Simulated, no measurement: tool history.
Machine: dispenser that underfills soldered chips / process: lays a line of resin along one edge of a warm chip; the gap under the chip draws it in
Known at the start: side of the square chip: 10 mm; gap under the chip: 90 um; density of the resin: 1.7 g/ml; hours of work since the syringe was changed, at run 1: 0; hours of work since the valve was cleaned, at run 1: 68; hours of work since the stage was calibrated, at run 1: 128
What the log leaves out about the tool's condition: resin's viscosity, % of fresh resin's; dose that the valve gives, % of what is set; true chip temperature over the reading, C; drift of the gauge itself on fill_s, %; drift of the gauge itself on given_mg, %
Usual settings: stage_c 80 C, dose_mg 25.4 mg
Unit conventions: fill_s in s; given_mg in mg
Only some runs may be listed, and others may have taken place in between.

run,hour,stage_c,dose_mg,hours of work since the syringe was changed,hours of work since the valve was cleaned,hours of work since the stage was calibrated,fill_s,given_mg
1,0,80,25.4,0,68,128,75.4,24.22
# hour 10.5: new syringe of resin
2,11.4,80,25.4,1,75,136,76.6,24.21
3,20.7,80,25.4,7,82,142,132.5,23.86
# hour 22: new syringe of resin
4,27.3,80,25.4,4,86,146,99.7,24.04
# hour 32.6: new syringe of resin
5,36.7,80,25.4,3,92,152,92.9,23.8
6,42.3,80,25.4,7,96,156,130,23.84
# hour 43.9: new syringe of resin
7,50.3,90,25.4,4,101,161,78.8,23.66
# hour 55.3: new syringe of resin
8,61.3,80,25.4,4,108,168,105.1,23.53
# hour 66: new syringe of resin
9,70.2,80,25.4,3,114,174,95.4,23.64
# hour 77.5: new syringe of resin
10,82.8,80,30.3,4,122,182,98.4,27.88
# hour 88.4: new syringe of resin
11,88.5,80,30.3,0,126,186,72.4,27.69
12,94.7,80,30.3,4,130,190,106.4,27.72
# hour 99.2: new syringe of resin
13,101.3,76,28.3,1,134,194,92.4,25.85
# hour 108.5: dispensing valve cleaned and set on the balance
# hour 111.3: new syringe of resin
14,111.3,88,27.4,0,2,200,57.5,27.46
# hour 122.2: new syringe of resin
15,122.4,85,23,0,9,207,64.9,22.8
# hour 132.9: new syringe of resin
16,132.9,72,31.7,0,16,214,95.2,31.44
17,141.1,85,26.2,6,21,220,105.2,25.79
# hour 144.1: new syringe of resin
18,151.9,85,26.2,5,28,227,98.9,25.69
# hour 155.4: new syringe of resin
19,159.6,80,28.5,3,33,232,92.2,27.82
# hour 166.4: new syringe of resin
20,170.9,72,22.8,3,41,239,126.7,22.12
# hour 177.4: new syringe of resin
21,182.3,70,21.9,3,48,247,141,21.02
# hour 188.2: new syringe of resin
22,191.3,88,25.4,2,54,252,69.9,24.65
# hour 199.2: new syringe of resin
23,202.5,89,27.5,2,61,260,66.1,26.27

Below are 5 alternative next runs, each starting from the tool's condition after run 23. Predict each:
A,207.9,80,27.5,6,65,263,?,?
B,207.9,81,25.4,6,65,263,?,?
C,207.9,93,25.4,6,65,263,?,?
D,207.9,74,23.8,6,65,263,?,?
E,207.9,83,32.8,6,65,263,?,?

run,fill_s,given_mg
A,120.5,26.4
B,119.3,24.25
C,82.4,24.45
D,150.2,22.82
E,110.6,31.28
Stripped of hidden state, with their random variation kept, the same runs would have yielded:
run,fill_s,given_mg
A,70.6,27.54
B,69.9,25.3
C,48.1,25.51
D,87.6,23.81
E,64.9,32.63
